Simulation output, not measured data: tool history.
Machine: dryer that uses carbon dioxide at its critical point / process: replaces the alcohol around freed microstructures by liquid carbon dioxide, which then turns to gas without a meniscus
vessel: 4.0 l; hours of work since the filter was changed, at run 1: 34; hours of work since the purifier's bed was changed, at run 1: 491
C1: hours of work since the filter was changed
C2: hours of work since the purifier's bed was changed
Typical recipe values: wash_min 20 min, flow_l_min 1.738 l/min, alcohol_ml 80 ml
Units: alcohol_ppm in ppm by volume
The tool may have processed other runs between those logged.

{"run": 1, "hour": 0.0, "wash_min": 20, "flow_l_min": 1.738, "alcohol_ml": 80, "C1": 34, "C2": 491, "alcohol_ppm": 162}
{"run": 2, "hour": 27.5, "wash_min": 20, "flow_l_min": 1.738, "alcohol_ml": 60, "C1": 45, "C2": 503, "alcohol_ppm": 135}
{"run": 3, "hour": 46.3, "wash_min": 20, "flow_l_min": 1.738, "alcohol_ml": 60, "C1": 53, "C2": 511, "alcohol_ppm": 138}
{"run": 4, "hour": 74.8, "wash_min": 20, "flow_l_min": 1.738, "alcohol_ml": 30, "C1": 66, "C2": 524, "alcohol_ppm": 138}
{"run": 5, "hour": 106.6, "wash_min": 20, "flow_l_min": 1.738, "alcohol_ml": 30, "C1": 79, "C2": 537, "alcohol_ppm": 143}
{"run": 6, "hour": 130.9, "wash_min": 20, "flow_l_min": 1.738, "alcohol_ml": 30, "C1": 90, "C2": 548, "alcohol_ppm": 136}
{"run": 7, "hour": 151.0, "wash_min": 20, "flow_l_min": 1.738, "alcohol_ml": 30, "C1": 98, "C2": 556, "alcohol_ppm": 148}
{"run": 8, "hour": 186.8, "wash_min": 20, "flow_l_min": 1.738, "alcohol_ml": 30, "C1": 114, "C2": 572, "alcohol_ppm": 146}
{"run": 9, "hour": 220.7, "wash_min": 20, "flow_l_min": 1.738, "alcohol_ml": 30, "C1": 128, "C2": 586, "alcohol_ppm": 149}
{"run": 10, "hour": 254.9, "wash_min": 20, "flow_l_min": 1.738, "alcohol_ml": 30, "C1": 143, "C2": 601, "alcohol_ppm": 142}
{"run": 11, "hour": 280.8, "wash_min": 20, "flow_l_min": 1.738, "alcohol_ml": 30, "C1": 154, "C2": 612, "alcohol_ppm": 153}
{"run": 12, "hour": 310.4, "wash_min": 20, "flow_l_min": 1.738, "alcohol_ml": 30, "C1": 167, "C2": 625, "alcohol_ppm": 155}
{"run": 13, "hour": 341.7, "wash_min": 20, "flow_l_min": 1.738, "alcohol_ml": 30, "C1": 180, "C2": 638, "alcohol_ppm": 155}
{"run": 14, "hour": 380.7, "wash_min": 20, "flow_l_min": 1.738, "alcohol_ml": 30, "C1": 197, "C2": 655, "alcohol_ppm": 158}
{"run": 15, "hour": 420.2, "wash_min": 20, "flow_l_min": 1.47, "alcohol_ml": 30, "C1": 214, "C2": 672, "alcohol_ppm": 204}
{"run": 16, "hour": 460.0, "wash_min": 20, "flow_l_min": 1.47, "alcohol_ml": 30, "C1": 231, "C2": 689, "alcohol_ppm": 203}
{"run": 17, "hour": 486.0, "wash_min": 20, "flow_l_min": 1.47, "alcohol_ml": 30, "C1": 243, "C2": 700, "alcohol_ppm": 210}
{"run": 18, "hour": 520.2, "wash_min": 20, "flow_l_min": 1.47, "alcohol_ml": 30, "C1": 257, "C2": 715, "alcohol_ppm": 211}
{"run": 19, "hour": 545.3, "wash_min": 20, "flow_l_min": 1.47, "alcohol_ml": 30, "C1": 268, "C2": 726, "alcohol_ppm": 211}
{"run": 20, "hour": 568.1, "wash_min": 20, "flow_l_min": 2.02, "alcohol_ml": 80, "C1": 278, "C2": 736, "alcohol_ppm": 176}
{"run": 21, "hour": 598.2, "wash_min": 20, "flow_l_min": 1.51, "alcohol_ml": 80, "C1": 291, "C2": 749, "alcohol_ppm": 298}
{"run": 22, "hour": 618.7, "wash_min": 20, "flow_l_min": 1.37, "alcohol_ml": 80, "C1": 300, "C2": 757, "alcohol_ppm": 398}
{"hour": 625.9, "done": "inlet filter changed"}
{"run": 23, "hour": 658.0, "wash_min": 20, "flow_l_min": 1.37, "alcohol_ml": 80, "C1": 14, "C2": 774, "alcohol_ppm": 320}
{"run": 24, "hour": 689.0, "wash_min": 20, "flow_l_min": 1.37, "alcohol_ml": 80, "C1": 27, "C2": 787, "alcohol_ppm": 335}
{"run": 25, "hour": 730.5, "wash_min": 20, "flow_l_min": 1.77, "alcohol_ml": 48, "C1": 45, "C2": 805, "alcohol_ppm": 194}
{"hour": 743.3, "done": "purifier's bed changed"}
{"run": 26, "hour": 753.0, "wash_min": 20, "flow_l_min": 1.738, "alcohol_ml": 57, "C1": 53, "C2": 4, "alcohol_ppm": 40}
{"run": 27, "hour": 775.6, "wash_min": 20, "flow_l_min": 1.738, "alcohol_ml": 57, "C1": 63, "C2": 14, "alcohol_ppm": 35}
{"run": 28, "hour": 817.7, "wash_min": 18, "flow_l_min": 1.738, "alcohol_ml": 85, "C1": 81, "C2": 32, "alcohol_ppm": 106}
{"run": 29, "hour": 851.0, "wash_min": 20, "flow_l_min": 1.53, "alcohol_ml": 31, "C1": 95, "C2": 46, "alcohol_ppm": 47}
{"run": 30, "hour": 875.4, "wash_min": 27, "flow_l_min": 1.94, "alcohol_ml": 23, "C1": 106, "C2": 57, "alcohol_ppm": 14}
{"run": 31, "hour": 895.6, "wash_min": 27, "flow_l_min": 1.94, "alcohol_ml": 23, "C1": 115, "C2": 65, "alcohol_ppm": 15}
{"run": 32, "hour": 923.1, "wash_min": 20, "flow_l_min": 1.738, "alcohol_ml": 66, "C1": 126, "C2": 77, "alcohol_ppm": 63}
{"run": 33, "hour": 950.6, "wash_min": 21, "flow_l_min": 2.3, "alcohol_ml": 31, "C1": 138, "C2": 89, "alcohol_ppm": 21}

Forecast run 34:
{"run": 34, "hour": 983.9, "wash_min": 20, "flow_l_min": 1.21, "alcohol_ml": 91, "C1": 153, "C2": 103, "alcohol_ppm": "?"}

alcohol_ppm: 406 ppm by volume
Were there no unlogged condition in the tool, this run, its random variation unchanged, would have produced alcohol_ppm 320 ppm by volume.
